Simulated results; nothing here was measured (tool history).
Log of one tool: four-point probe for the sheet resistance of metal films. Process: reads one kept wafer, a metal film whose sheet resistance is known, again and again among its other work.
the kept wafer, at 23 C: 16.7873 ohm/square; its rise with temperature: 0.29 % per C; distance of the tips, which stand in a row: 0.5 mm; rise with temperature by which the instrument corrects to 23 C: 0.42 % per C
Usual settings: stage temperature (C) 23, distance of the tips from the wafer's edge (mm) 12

run	hour	stage temperature (C)	distance of the tips from the wafer's edge (mm)	sheet resistance as the instrument gives it (ohm/square)
1	0.0	23	12	16.785523
2	83.1	23	40	16.788845
3	156.5	23	40	16.786184
4	264.3	23	43	16.796232
5	345.3	29	43	16.678196
6	404.1	23	57	16.814443
7	471.2	23	57	16.814547
8	586.0	23	57	16.821027
9	661.4	23	57	16.832728
10	740.2	23	57	16.838098
11	850.1	23	57	16.853038
12	947.6	23	57	16.860951
13	1059.6	20	12	16.954486
14	1147.6	31	15	16.717413
15	1249.0	31	15	16.725218
16	1306.1	19	5	17.068026
# hour 1335.4: stage's thermometer calibrated
17	1415.9	19	5	17.067391
18	1516.4	35	4	16.779085
19	1609.4	20	7	17.016830
20	1667.9	30	28	16.764416
21	1765.4	19	33	17.007291
22	1833.9	22	14	16.960276
# hour 1860.7: new probe head fitted
23	1888.6	30	50	16.631584
24	1935.6	32	5	16.682638
25	2027.0	32	60	16.607853

5 ways to go on from here, each from the tool as it stands after run 25. What would each give?
A	2079.3	26	6	?
B	2079.3	25	12	?
C	2079.3	19	21	?
D	2079.3	19	60	?
E	2079.3	23	15	?

run	sheet resistance as the instrument gives it (ohm/square)
A	16.793140
B	16.773190
C	16.894901
D	16.890770
E	16.808937
Without the tool's hidden state the same runs would have given:
run	sheet resistance as the instrument gives it (ohm/square)
A	16.779976
B	16.760031
C	16.881592
D	16.877465
E	16.795731
